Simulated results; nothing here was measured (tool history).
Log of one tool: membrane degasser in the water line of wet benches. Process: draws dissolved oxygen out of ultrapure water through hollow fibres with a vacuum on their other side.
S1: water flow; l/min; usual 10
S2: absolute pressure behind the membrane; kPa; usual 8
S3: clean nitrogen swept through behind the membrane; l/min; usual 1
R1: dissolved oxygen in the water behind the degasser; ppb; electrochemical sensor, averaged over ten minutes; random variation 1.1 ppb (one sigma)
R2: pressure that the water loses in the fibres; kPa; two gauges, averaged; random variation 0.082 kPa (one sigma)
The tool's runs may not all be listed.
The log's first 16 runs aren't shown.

{"run": 17, "hour": 2371.2, "S1": 12, "S2": 8, "S3": 0.66, "R1": 194.9, "R2": 38.71}
{"run": 18, "hour": 2509.8, "S1": 10, "S2": 13.18, "S3": 1.54, "R1": 156.8, "R2": 32.16}
{"run": 19, "hour": 2701.0, "S1": 10, "S2": 13.18, "S3": 1.54, "R1": 156.4, "R2": 32.4}
{"run": 20, "hour": 2799.9, "S1": 9, "S2": 8, "S3": 2.52, "R1": 43.4, "R2": 28.99}
{"run": 21, "hour": 2996.0, "S1": 9, "S2": 19.3, "S3": 1.02, "R1": 330.2, "R2": 29.01}
{"run": 22, "hour": 3120.1, "S1": 9, "S2": 19.3, "S3": 1.02, "R1": 323.5, "R2": 28.98}
{"run": 23, "hour": 3263.7, "S1": 9, "S2": 19.3, "S3": 1.02, "R1": 330, "R2": 29.2}
{"run": 24, "hour": 3450.9, "S1": 9, "S2": 19.3, "S3": 1.02, "R1": 327.3, "R2": 29.02}
{"run": 25, "hour": 3639.3, "S1": 9, "S2": 19.3, "S3": 1.02, "R1": 330.6, "R2": 28.9}
{"run": 26, "hour": 3815.6, "S1": 11, "S2": 10.58, "S3": 1.02, "R1": 185.5, "R2": 35.34}
{"run": 27, "hour": 3977.0, "S1": 11, "S2": 10.58, "S3": 1.02, "R1": 186.9, "R2": 35.37}
{"run": 28, "hour": 4077.8, "S1": 10, "S2": 7.34, "S3": 1.02, "R1": 98.6, "R2": 31.98}
{"run": 29, "hour": 4211.4, "S1": 7, "S2": 7.99, "S3": 2.35, "R1": 35.7, "R2": 22.46}
{"run": 30, "hour": 4351.6, "S1": 7, "S2": 17.66, "S3": 2.35, "R1": 106.6, "R2": 22.47}
{"run": 31, "hour": 4485.4, "S1": 8, "S2": 13.86, "S3": 1.16, "R1": 175.5, "R2": 25.74}
{"hour": 4551.4, "done": "seals of the vacuum lines changed"}
{"run": 32, "hour": 4623.3, "S1": 10, "S2": 8, "S3": 0.51, "R1": 208.6, "R2": 32.08}

3 ways to go on from here, each from the tool as it stands after run 32. What would each give?
{"hour": 4748.3, "done": "gauge calibrated"}
{"run": "A", "hour": 4773.2, "S1": 10, "S2": 5.06, "S3": 2.33, "R1": "?", "R2": "?"}
{"hour": 4748.3, "done": "gauge calibrated"}
{"run": "B", "hour": 4773.2, "S1": 9, "S2": 8.68, "S3": 1, "R1": "?", "R2": "?"}
{"hour": 4748.3, "done": "gauge calibrated"}
{"run": "C", "hour": 4773.2, "S1": 13, "S2": 16.15, "S3": 2.16, "R1": "?", "R2": "?"}

run=A R1=22 R2=32.54
run=B R1=118.1 R2=29.23
run=C R1=188.7 R2=42.38
Without the tool's hidden state the same runs would have given:
run=A R1=21.9 R2=32.52
run=B R1=117.8 R2=29.21
run=C R1=188.5 R2=42.35
